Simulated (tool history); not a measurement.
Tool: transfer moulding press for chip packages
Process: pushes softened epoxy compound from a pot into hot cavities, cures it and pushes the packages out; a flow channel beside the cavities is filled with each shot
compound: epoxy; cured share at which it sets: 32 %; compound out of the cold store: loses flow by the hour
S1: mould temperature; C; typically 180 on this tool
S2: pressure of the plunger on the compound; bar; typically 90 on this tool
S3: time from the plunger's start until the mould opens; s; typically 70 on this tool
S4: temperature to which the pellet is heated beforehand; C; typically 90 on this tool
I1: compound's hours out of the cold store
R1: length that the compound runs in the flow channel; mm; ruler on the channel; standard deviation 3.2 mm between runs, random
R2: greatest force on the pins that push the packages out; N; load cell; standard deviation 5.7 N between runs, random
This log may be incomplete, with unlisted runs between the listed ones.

| run | hour | S1 | S2 | S3 | S4 | I1 | R1 | R2 |
|---|---|---|---|---|---|---|---|---|
| 1 | 0 | 180 | 90 | 70 | 90 | 47.9 | 742 | 198 |
| 2 | 19.6 | 180 | 90 | 70 | 90 | 11.3 | 885 | 213 |
|  | 38.5 | cavities cleaned with cleaning compound and waxed |
| 3 | 45.4 | 180 | 90 | 70 | 90 | 42.2 | 766 | 196 |
| 4 | 70.2 | 180 | 90 | 70 | 90 | 8.5 | 894 | 210 |
| 5 | 102.1 | 180 | 90 | 70 | 94 | 38.1 | 779 | 192 |
|  | 121.9 | cavities cleaned with cleaning compound and waxed |
| 6 | 140.1 | 180 | 90 | 70 | 94 | 44.2 | 756 | 188 |
| 7 | 165.5 | 180 | 90 | 84 | 90 | 34.2 | 790 | 156 |
| 8 | 195.9 | 180 | 90 | 84 | 90 | 14.2 | 874 | 165 |
|  | 204.5 | cavities cleaned with cleaning compound and waxed |
|  | 221.2 | plunger's sealing rings changed |
| 9 | 237.2 | 180 | 90 | 71 | 90 | 42.8 | 764 | 188 |
| 10 | 272.5 | 180 | 90 | 71 | 90 | 16.6 | 855 | 198 |
|  | 289.2 | cavities cleaned with cleaning compound and waxed |
| 11 | 294 | 180 | 90 | 71 | 90 | 37.8 | 779 | 182 |
| 12 | 333.5 | 180 | 90 | 71 | 90 | 35.7 | 791 | 190 |
| 13 | 364.9 | 180 | 90 | 60 | 90 | 47.2 | 752 | 264 |
|  | 372.8 | cavities cleaned with cleaning compound and waxed |
| 14 | 385.2 | 180 | 90 | 70 | 81 | 17 | 865 | 202 |
| 15 | 409 | 180 | 69 | 70 | 82 | 8.7 | 786 | 213 |
| 16 | 435.9 | 182 | 69 | 70 | 87 | 27 | 709 | 192 |
|  | 455.1 | cavities cleaned with cleaning compound and waxed |
| 17 | 470.2 | 179 | 90 | 70 | 90 | 29 | 819 | 210 |
| 18 | 511.6 | 179 | 90 | 70 | 90 | 32.6 | 806 | 206 |
|  | 537.5 | cavities cleaned with cleaning compound and waxed |
| 19 | 538.2 | 179 | 90 | 70 | 90 | 8.9 | 898 | 217 |
| 20 | 558.9 | 179 | 90 | 106 | 98 | 36.8 | 783 | 159 |
|  | 567.3 | plunger's sealing rings changed |
| 21 | 594.7 | 179 | 90 | 106 | 98 | 24.4 | 829 | 150 |
| 22 | 616.8 | 179 | 86.6 | 66 | 98 | 17.4 | 843 | 241 |
|  | 622.9 | cavities cleaned with cleaning compound and waxed |
| 23 | 652.1 | 178 | 90 | 99 | 99 | 24.9 | 837 | 154 |
|  | 661.4 | mould's thermocouples calibrated |
| 24 | 683.3 | 183 | 97.3 | 104 | 83 | 33 | 817 | 152 |
|  | 707.6 | cavities cleaned with cleaning compound and waxed |
| 25 | 720.1 | 180 | 90 | 50 | 99 | 30.6 | 805 | 442 |

What if the next run were any one of these 3? Each begins from the tool's condition after run 25:
| A | 761.5 | 177 | 101.9 | 70 | 85 | 42.5 | ? | ? |
| B | 761.5 | 180 | 69.7 | 88 | 99 | 25.4 | ? | ? |
| C | 761.5 | 180 | 75 | 67 | 90 | 29.4 | ? | ? |

| run | R1 | R2 |
|---|---|---|
| A | 823 | 234 |
| B | 727 | 163 |
| C | 741 | 223 |
Without the tool's hidden state the same runs would have given:
| run | R1 | R2 |
|---|---|---|
| A | 823 | 231 |
| B | 727 | 161 |
| C | 741 | 220 |
